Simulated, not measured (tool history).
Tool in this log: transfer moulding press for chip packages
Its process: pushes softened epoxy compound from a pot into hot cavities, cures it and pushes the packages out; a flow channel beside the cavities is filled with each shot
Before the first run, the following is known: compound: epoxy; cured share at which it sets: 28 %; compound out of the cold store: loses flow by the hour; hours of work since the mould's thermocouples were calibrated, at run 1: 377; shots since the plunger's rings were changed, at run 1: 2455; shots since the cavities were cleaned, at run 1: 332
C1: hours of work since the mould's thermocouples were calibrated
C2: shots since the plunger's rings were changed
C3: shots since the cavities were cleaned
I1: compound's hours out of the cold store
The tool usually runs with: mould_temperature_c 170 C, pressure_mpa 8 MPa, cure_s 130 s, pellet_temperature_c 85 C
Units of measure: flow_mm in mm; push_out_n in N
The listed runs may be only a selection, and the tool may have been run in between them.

Run 1, hour 0: usual settings; C1 377; C2 2455; C3 332; I1 33.6. Result: flow_mm 699 mm, push_out_n 571 N.
Run 2, hour 15.6: usual settings; C1 388; C2 2615; C3 492; I1 20.2. Result: flow_mm 744 mm, push_out_n 655 N.
At hour 22.2: cavities cleaned with cleaning compound and waxed.
Run 3, hour 25.4: usual settings; C1 394; C2 2702; C3 34; I1 41.2. Result: flow_mm 684 mm, push_out_n 713 N.
Run 4, hour 38.7: usual settings; C1 403; C2 2840; C3 172; I1 32.3. Result: flow_mm 700 mm, push_out_n 713 N.
Run 5, hour 49.4: usual settings but pressure_mpa 8.85 MPa; C1 410; C2 2950; C3 282; I1 34.2. Result: flow_mm 733 mm, push_out_n 776 N.
Run 6, hour 60.8: usual settings but pressure_mpa 8.85 MPa; C1 418; C2 3067; C3 399; I1 45.3. Result: flow_mm 700 mm, push_out_n 759 N.
At hour 75.4: cavities cleaned with cleaning compound and waxed.
Run 7, hour 78.3: usual settings but pressure_mpa 8.85 MPa; C1 429; C2 3233; C3 30; I1 43. Result: flow_mm 702 mm, push_out_n 419 N.
Run 8, hour 88.7: usual settings; C1 436; C2 3340; C3 137; I1 26.5. Result: flow_mm 715 mm, push_out_n 508 N.
Run 9, hour 103: usual settings; C1 446; C2 3489; C3 286; I1 28.9. Result: flow_mm 711 mm, push_out_n 567 N.
At hour 106.2: cavities cleaned with cleaning compound and waxed, once more.
Run 10, hour 117.4: usual settings but cure_s 166 s; C1 455; C2 3622; C3 116; I1 27.9. Result: flow_mm 704 mm, push_out_n 392 N.
Run 11, hour 131.1: usual settings; C1 465; C2 3763; C3 257; I1 26.7. Result: flow_mm 711 mm, push_out_n 581 N.
Run 12, hour 140.2: usual settings; C1 471; C2 3858; C3 352; I1 30.9. Result: flow_mm 698 mm, push_out_n 583 N.
Run 13, hour 151.6: usual settings; C1 479; C2 3976; C3 470; I1 36.7. Result: flow_mm 679 mm, push_out_n 636 N.
At hour 160.1: cavities cleaned with cleaning compound and waxed.
Run 14, hour 164.4: usual settings but pressure_mpa 9.96 MPa; C1 487; C2 4092; C3 44; I1 12.5. Result: flow_mm 832 mm, push_out_n 485 N.
Run 15, hour 180.8: usual settings but pressure_mpa 9.96 MPa, cure_s 126 s; C1 498; C2 4262; C3 214; I1 28.4. Result: flow_mm 782 mm, push_out_n 599 N.
At hour 185.8: plunger's sealing rings changed.
Run 16, hour 196.7: usual settings but mould_temperature_c 165 C; C1 507; C2 114; C3 353; I1 29.3. Result: flow_mm 762 mm, push_out_n 852 N.
Run 17, hour 206.5: usual settings but mould_temperature_c 165 C; C1 514; C2 215; C3 454; I1 35.3. Result: flow_mm 746 mm, push_out_n 886 N.
At hour 216: cavities cleaned with cleaning compound and waxed.
Run 18, hour 217.4: usual settings but mould_temperature_c 165 C; C1 521; C2 313; C3 15; I1 19.5. Result: flow_mm 793 mm, push_out_n 597 N.
Run 19, hour 226.7: usual settings but mould_temperature_c 175 C, pressure_mpa 7.97 MPa, cure_s 166 s, pellet_temperature_c 84 C; C1 527; C2 409; C3 111; I1 11.8. Result: flow_mm 776 mm, push_out_n 352 N.
Run 20, hour 242.8: usual settings but mould_temperature_c 163 C; C1 538; C2 574; C3 276; I1 11.1. Result: flow_mm 815 mm, push_out_n 991 N.
Run 21, hour 251.1: usual settings but cure_s 113 s; C1 544; C2 660; C3 362; I1 13.9. Result: flow_mm 780 mm, push_out_n 834 N.
Run 22, hour 259.4: usual settings but pressure_mpa 9.14 MPa; C1 550; C2 746; C3 448; I1 38.3. Result: flow_mm 765 mm, push_out_n 660 N.
At hour 269.4: cavities cleaned with cleaning compound and waxed.
Run 23, hour 277.4: usual settings but mould_temperature_c 166 C, pressure_mpa 8.46 MPa, cure_s 163 s, pellet_temperature_c 87 C; C1 561; C2 917; C3 83; I1 36.8. Result: flow_mm 755 mm, push_out_n 420 N.
Run 24, hour 287.6: usual settings but mould_temperature_c 166 C, pressure_mpa 6.95 MPa, cure_s 155 s, pellet_temperature_c 79 C; C1 568; C2 1023; C3 189; I1 31.8. Result: flow_mm 693 mm, push_out_n 497 N.
Run 25, hour 305.7: usual settings but mould_temperature_c 166 C, pressure_mpa 8.14 MPa, cure_s 168 s, pellet_temperature_c 80 C; C1 581; C2 1210; C3 376; I1 44.9. Result: flow_mm 704 mm, push_out_n 538 N.
Run 26, hour 316.9: usual settings but mould_temperature_c 166 C, pressure_mpa 8.14 MPa, cure_s 168 s, pellet_temperature_c 80 C; C1 589; C2 1325; C3 491; I1 39.4. Result: flow_mm 720 mm, push_out_n 566 N.
At hour 322.6: cavities cleaned with cleaning compound and waxed.
Run 27, hour 332.2: usual settings but pellet_temperature_c 84 C; C1 598; C2 1468; C3 99; I1 9.3. Result: flow_mm 790 mm, push_out_n 501 N.
Run 28, hour 346.1: usual settings but pressure_mpa 7.08 MPa, cure_s 128 s, pellet_temperature_c 82 C; C1 608; C2 1612; C3 243; I1 40.3. Result: flow_mm 660 mm, push_out_n 555 N.

Predict each of these 3 candidate next runs independently; none follows another, all start after run 28:
Run A, hour 363.7: usual settings but mould_temperature_c 168 C, pressure_mpa 7.08 MPa, cure_s 128 s, pellet_temperature_c 82 C; C1 620; C2 1794; C3 425; I1 20.8. Result: flow_mm ?, push_out_n ?.
Run B, hour 363.7: usual settings but pressure_mpa 9.89 MPa, cure_s 141 s, pellet_temperature_c 88 C; C1 620; C2 1794; C3 425; I1 13.7. Result: flow_mm ?, push_out_n ?.
Run C, hour 363.7: usual settings but mould_temperature_c 169 C; C1 620; C2 1794; C3 425; I1 15.8. Result: flow_mm ?, push_out_n ?.

run  flow_mm  push_out_n
  A      713         762
  B      863         570
  C      771         713
What these runs would have given with no unlogged condition in the tool:
run  flow_mm  push_out_n
  A      729         446
  B      882         343
  C      787         422

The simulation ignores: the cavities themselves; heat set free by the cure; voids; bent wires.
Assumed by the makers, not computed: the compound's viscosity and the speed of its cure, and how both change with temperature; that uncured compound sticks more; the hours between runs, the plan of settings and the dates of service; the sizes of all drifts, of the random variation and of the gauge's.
